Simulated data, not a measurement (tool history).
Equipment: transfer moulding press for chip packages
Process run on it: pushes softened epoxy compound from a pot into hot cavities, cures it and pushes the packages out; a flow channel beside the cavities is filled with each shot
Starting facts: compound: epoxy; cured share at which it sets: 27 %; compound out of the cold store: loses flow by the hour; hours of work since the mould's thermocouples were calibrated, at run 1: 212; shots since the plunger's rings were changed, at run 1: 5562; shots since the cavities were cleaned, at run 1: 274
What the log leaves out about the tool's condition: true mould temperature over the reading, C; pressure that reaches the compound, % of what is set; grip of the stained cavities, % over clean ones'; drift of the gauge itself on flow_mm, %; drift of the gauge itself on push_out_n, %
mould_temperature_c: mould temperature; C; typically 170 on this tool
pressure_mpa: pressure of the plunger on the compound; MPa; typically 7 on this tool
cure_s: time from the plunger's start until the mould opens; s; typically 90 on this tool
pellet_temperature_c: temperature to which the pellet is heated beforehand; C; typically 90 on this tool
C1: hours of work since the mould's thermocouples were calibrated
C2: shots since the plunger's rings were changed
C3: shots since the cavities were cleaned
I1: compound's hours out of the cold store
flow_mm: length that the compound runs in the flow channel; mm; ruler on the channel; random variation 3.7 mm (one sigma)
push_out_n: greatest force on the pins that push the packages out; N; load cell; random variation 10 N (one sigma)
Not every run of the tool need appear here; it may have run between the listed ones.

run 1 day=0 | mould_temperature_c=170 pressure_mpa=7 cure_s=90 pellet_temperature_c=90 | C1=212 C2=5562 C3=274 | I1=27.7 | flow_mm=551 push_out_n=563
run 2 day=1.588 | mould_temperature_c=170 pressure_mpa=7 cure_s=96 pellet_temperature_c=90 | C1=230 C2=5894 C3=606 | I1=36.5 | flow_mm=521 push_out_n=653
-- day=2.258 plunger's sealing rings changed
-- day=3.329 cavities cleaned with cleaning compound and waxed
run 3 day=3.417 | mould_temperature_c=170 pressure_mpa=7 cure_s=96 pellet_temperature_c=90 | C1=248 C2=230 C3=19 | I1=38.2 | flow_mm=533 push_out_n=788
run 4 day=4.429 | mould_temperature_c=173 pressure_mpa=7 cure_s=90 pellet_temperature_c=90 | C1=259 C2=441 C3=230 | I1=17.5 | flow_mm=600 push_out_n=808
run 5 day=6.217 | mould_temperature_c=173 pressure_mpa=7 cure_s=90 pellet_temperature_c=90 | C1=279 C2=815 C3=604 | I1=42 | flow_mm=512 push_out_n=773
run 6 day=7.5 | mould_temperature_c=170 pressure_mpa=7 cure_s=90 pellet_temperature_c=90 | C1=293 C2=1084 C3=873 | I1=9.6 | flow_mm=642 push_out_n=834
-- day=7.892 cavities cleaned with cleaning compound and waxed
run 7 day=8.812 | mould_temperature_c=170 pressure_mpa=7 cure_s=90 pellet_temperature_c=90 | C1=307 C2=1346 C3=193 | I1=32.5 | flow_mm=550 push_out_n=549
run 8 day=9.721 | mould_temperature_c=170 pressure_mpa=7 cure_s=90 pellet_temperature_c=90 | C1=317 C2=1535 C3=382 | I1=28.7 | flow_mm=557 push_out_n=620
run 9 day=10.679 | mould_temperature_c=170 pressure_mpa=7 cure_s=90 pellet_temperature_c=90 | C1=328 C2=1736 C3=583 | I1=36.5 | flow_mm=526 push_out_n=694
run 10 day=11.9 | mould_temperature_c=170 pressure_mpa=7 cure_s=90 pellet_temperature_c=90 | C1=341 C2=1991 C3=838 | I1=37.3 | flow_mm=531 push_out_n=739
-- day=12.396 cavities cleaned with cleaning compound and waxed
run 11 day=13.504 | mould_temperature_c=170 pressure_mpa=7 cure_s=90 pellet_temperature_c=90 | C1=358 C2=2314 C3=232 | I1=16.9 | flow_mm=608 push_out_n=601
-- day=14.388 cavities cleaned with cleaning compound and waxed, once more
run 12 day=15.346 | mould_temperature_c=170 pressure_mpa=7 cure_s=90 pellet_temperature_c=90 | C1=378 C2=2686 C3=201 | I1=39.9 | flow_mm=514 push_out_n=580
run 13 day=17.146 | mould_temperature_c=170 pressure_mpa=7 cure_s=90 pellet_temperature_c=90 | C1=398 C2=3063 C3=578 | I1=34.8 | flow_mm=534 push_out_n=685
run 14 day=18.108 | mould_temperature_c=170 pressure_mpa=7 cure_s=90 pellet_temperature_c=90 | C1=408 C2=3264 C3=779 | I1=8.3 | flow_mm=632 push_out_n=718
-- day=18.883 cavities cleaned with cleaning compound and waxed
run 15 day=19.404 | mould_temperature_c=168 pressure_mpa=6.75 cure_s=84 pellet_temperature_c=90 | C1=422 C2=3522 C3=108 | I1=32.2 | flow_mm=530 push_out_n=624
run 16 day=20.7 | mould_temperature_c=170 pressure_mpa=7 cure_s=90 pellet_temperature_c=90 | C1=436 C2=3793 C3=379 | I1=16 | flow_mm=609 push_out_n=651
run 17 day=21.95 | mould_temperature_c=170 pressure_mpa=7 cure_s=90 pellet_temperature_c=90 | C1=450 C2=4054 C3=640 | I1=22.3 | flow_mm=588 push_out_n=736
-- day=23.471 cavities cleaned with cleaning compound and waxed
run 18 day=23.517 | mould_temperature_c=170 pressure_mpa=7 cure_s=90 pellet_temperature_c=90 | C1=467 C2=4370 C3=10 | I1=30.4 | flow_mm=551 push_out_n=489
run 19 day=25.362 | mould_temperature_c=173 pressure_mpa=7.71 cure_s=90 pellet_temperature_c=97 | C1=487 C2=4755 C3=395 | I1=47.6 | flow_mm=505 push_out_n=591
run 20 day=26.367 | mould_temperature_c=173 pressure_mpa=7.71 cure_s=90 pellet_temperature_c=97 | C1=498 C2=4966 C3=606 | I1=28.8 | flow_mm=570 push_out_n=668
run 21 day=27.671 | mould_temperature_c=173 pressure_mpa=7.71 cure_s=90 pellet_temperature_c=97 | C1=513 C2=5238 C3=878 | I1=44.8 | flow_mm=502 push_out_n=672
-- day=28.012 cavities cleaned with cleaning compound and waxed
run 22 day=29.321 | mould_temperature_c=169 pressure_mpa=5.97 cure_s=95 pellet_temperature_c=99 | C1=530 C2=5571 C3=274 | I1=39.8 | flow_mm=467 push_out_n=597
run 23 day=30.592 | mould_temperature_c=167 pressure_mpa=7 cure_s=90 pellet_temperature_c=86 | C1=544 C2=5836 C3=539 | I1=27.2 | flow_mm=562 push_out_n=748
-- day=31.496 plunger's sealing rings changed
run 24 day=32.475 | mould_temperature_c=167 pressure_mpa=5.54 cure_s=119 pellet_temperature_c=80 | C1=564 C2=205 C3=912 | I1=29.1 | flow_mm=518 push_out_n=703
-- day=32.646 cavities cleaned with cleaning compound and waxed
run 25 day=33.712 | mould_temperature_c=170 pressure_mpa=7 cure_s=86 pellet_temperature_c=90 | C1=577 C2=451 C3=224 | I1=43.9 | flow_mm=516 push_out_n=618

Expected results for the next run?
run 26 day=35.092 | mould_temperature_c=176 pressure_mpa=8.12 cure_s=118 pellet_temperature_c=95 | C1=592 C2=739 C3=512 | I1=42.9 | flow_mm=? push_out_n=?

Run 26 gave flow_mm 536 mm, push_out_n 632 N.
The same run, on a tool lacking any hidden state, would have yielded flow_mm 535 mm, push_out_n 442 N.
